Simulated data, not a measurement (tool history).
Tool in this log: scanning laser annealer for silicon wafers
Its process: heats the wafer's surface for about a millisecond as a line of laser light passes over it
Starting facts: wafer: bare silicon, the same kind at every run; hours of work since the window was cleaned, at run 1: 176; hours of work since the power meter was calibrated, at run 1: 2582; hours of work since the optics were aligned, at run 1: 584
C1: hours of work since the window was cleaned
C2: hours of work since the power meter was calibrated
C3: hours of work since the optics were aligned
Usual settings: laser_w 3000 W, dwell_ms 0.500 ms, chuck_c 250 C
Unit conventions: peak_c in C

Run 1, day 0.000: usual settings; C1 176; C2 2582; C3 584. Result: peak_c 964 C.
Run 2, day 3.646: usual settings but dwell_ms 0.508 ms; C1 244; C2 2650; C3 653. Result: peak_c 963 C.
Run 3, day 7.629: usual settings but chuck_c 271 C; C1 319; C2 2725; C3 728. Result: peak_c 972 C.
At day 8.771: optics aligned, line set to its width.
Run 4, day 10.638: usual settings but chuck_c 271 C; C1 372; C2 2778; C3 35. Result: peak_c 972 C.
Run 5, day 12.933: usual settings but chuck_c 271 C; C1 416; C2 2822; C3 79. Result: peak_c 969 C.
Run 6, day 15.288: usual settings but chuck_c 271 C; C1 460; C2 2866; C3 123. Result: peak_c 971 C.
At day 18.000: window over the wafer cleaned.
Run 7, day 18.762: usual settings but chuck_c 271 C; C1 14; C2 2930; C3 187. Result: peak_c 994 C.
Run 8, day 20.412: usual settings but laser_w 3166 W, chuck_c 231 C; C1 45; C2 2961; C3 218. Result: peak_c 987 C.
Run 9, day 22.583: usual settings but laser_w 3015 W, dwell_ms 0.596 ms, chuck_c 253 C; C1 86; C2 3002; C3 259. Result: peak_c 1043 C.
Run 10, day 26.254: usual settings but dwell_ms 0.366 ms, chuck_c 252 C; C1 156; C2 3071; C3 328. Result: peak_c 857 C.
Run 11, day 29.658: usual settings but laser_w 3062 W, dwell_ms 0.446 ms, chuck_c 267 C; C1 220; C2 3136; C3 392. Result: peak_c 946 C.
Run 12, day 33.062: usual settings but laser_w 3062 W, dwell_ms 0.446 ms, chuck_c 267 C; C1 284; C2 3200; C3 457. Result: peak_c 943 C.
Run 13, day 34.792: usual settings but laser_w 2981 W, dwell_ms 0.461 ms, chuck_c 262 C; C1 317; C2 3232; C3 489. Result: peak_c 934 C.
Run 14, day 38.146: usual settings but laser_w 3202 W, dwell_ms 0.507 ms, chuck_c 212 C; C1 380; C2 3296; C3 553. Result: peak_c 963 C.

Consider 3 possible next runs. They are alternatives, not a sequence: every one starts from the tool as it was left by run 14. What does each give?
Run A, day 41.021: usual settings but laser_w 2624 W, dwell_ms 0.609 ms, chuck_c 214 C; C1 434; C2 3350; C3 607. Result: peak_c ?.
Run B, day 41.021: usual settings but laser_w 3244 W; C1 434; C2 3350; C3 607. Result: peak_c ?.
Run C, day 41.021: usual settings but laser_w 2634 W, dwell_ms 0.507 ms, chuck_c 276 C; C1 434; C2 3350; C3 607. Result: peak_c ?.

run  peak_c
  A     892
  B     999
  C     891
Stripped of hidden state, with their random variation kept, the same runs would have yielded:
run  peak_c
  A     935
  B    1047
  C     930
